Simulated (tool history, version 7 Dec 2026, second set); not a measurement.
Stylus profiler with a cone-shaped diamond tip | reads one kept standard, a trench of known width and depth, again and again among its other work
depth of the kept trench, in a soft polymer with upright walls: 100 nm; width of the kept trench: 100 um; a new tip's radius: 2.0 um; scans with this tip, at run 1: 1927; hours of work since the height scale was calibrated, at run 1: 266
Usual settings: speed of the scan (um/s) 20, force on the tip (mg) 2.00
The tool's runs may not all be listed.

run    hour  speed of the scan (um/s)  force on the tip (mg)  scans with this tip  hours of work since the height scale was calibrated  depth of the trench (nm)  width of the trench's floor (µm)
  1     0.0                        20                   2.00                 1927                                                  266                    100.77                             98.58
  2    18.5                        20                   2.61                 2018                                                  279                    100.97                             98.61
  3    43.0                        20                   2.00                 2139                                                  296                    100.83                             98.58
  4    64.6                        20                   2.00                 2245                                                  310                    100.77                             98.61
  5    83.3                        69                   2.00                 2337                                                  323                    100.73                             98.25
  6    99.9                        69                   1.59                 2418                                                  334                    100.59                             98.26
  7   116.3                        20                   2.00                 2499                                                  345                    100.79                             98.61
  8   131.8                        20                   0.84                 2575                                                  356                    100.34                             98.53
  9   148.1                        20                   0.84                 2655                                                  367                    100.33                             98.54
 10   177.7                        20                   0.67                 2800                                                  387                    100.30                             98.53
 11   207.0                        20                   1.48                 2944                                                  407                    100.56                             98.52
 12   221.8                        20                   1.48                 3017                                                  417                    100.58                             98.58
 13   240.8                        20                   1.48                 3110                                                  430                    100.55                             98.52
 14   258.5                        13                   1.48                 3197                                                  442                    100.48                             98.59
 15   288.1                        20                   2.00                 3343                                                  462                    100.69                             98.56
 16   321.6                        20                   2.00                 3507                                                  485                    100.75                             98.54
 17   351.2                        20                   2.00                 3653                                                  505                    100.60                             98.62
 18   382.4                        20                   2.00                 3806                                                  526                    100.62                             98.57
 19   416.1                        20                   2.00                 3971                                                  549                    100.67                             98.55
 20   435.3                        20                   4.27                 4066                                                  562                    101.21                             98.56
 21   455.6                        20                   4.27                 4166                                                  576                    101.21                             98.55
 22   487.7                        20                   4.27                 4323                                                  598                    101.32                             98.50
 23   503.6                        20                   4.27                 4401                                                  608                    101.20                             98.54
 24   530.3                        24                   0.85                 4533                                                  627                    100.21                             98.43
 25   565.1                        24                   0.85                 4703                                                  650                    100.18                             98.42
 26   580.0                         8                   3.26                 4776                                                  660                    100.95                             98.62
 27   598.6                         8                   3.26                 4868                                                  673                    101.06                             98.61
 28   619.4                         9                   3.26                 4970                                                  687                    101.09                             98.55
 29   645.2                        18                   4.43                 5097                                                  705                    101.27                             98.59
 30   679.5                        18                   4.43                 5265                                                  728                    101.28                             98.59
 31   703.4                        10                   3.65                 5383                                                  744                    101.07                             98.55
 32   736.9                        10                   1.40                 5547                                                  767                    100.40                             98.52
 33   768.2                        10                   1.40                 5701                                                  788                    100.46                             98.60
 34   797.9                        15                   1.10                 5847                                                  808                    100.29                             98.51
 35   819.5                         6                   3.12                 5953                                                  823                    100.90                             98.56
 36   855.0                        51                   0.82                 6127                                                  847                    100.18                             98.16
 37   882.1                        16                   1.92                 6260                                                  865                    100.47                             98.40
 38   903.3                        21                   1.35                 6365                                                  880                    100.34                             98.44
 39   933.5                        26                   5.99                 6513                                                  900                    101.39                             98.57
 40   966.2                        26                   5.99                 6674                                                  922                    101.43                             98.50
 41   993.5                        20                   2.34                 6808                                                  941                    100.62                             98.49
 42  1016.8                        20                   2.34                 6922                                                  957                    100.67                             98.48
 43  1039.1                        20                   2.34                 7032                                                  972                    100.59                             98.49
 44  1062.6                        22                   2.55                 7147                                                  988                    100.68                             98.46
 45  1096.6                        13                   2.38                 7314                                                 1011                    100.67                             98.51
 46  1127.5                        13                   2.38                 7466                                                 1032                    100.61                             98.47

Forecast each of these 3 alternatives for the next run:
  A  1143.9                        59                   4.47                 7547                                                 1043                         ?                                 ?
  B  1143.9                        13                   2.57                 7547                                                 1043                         ?                                 ?
  C  1143.9                        76                   2.00                 7547                                                 1043                         ?                                 ?

run  depth of the trench (nm)  width of the trench's floor (µm)
  A                    101.27                             98.34
  B                    100.57                             98.48
  C                    100.46                             98.14
Without the tool's hidden state the same runs would have given:
run  depth of the trench (nm)  width of the trench's floor (µm)
  A                    101.65                             98.51
  B                    100.95                             98.65
  C                    100.84                             98.31
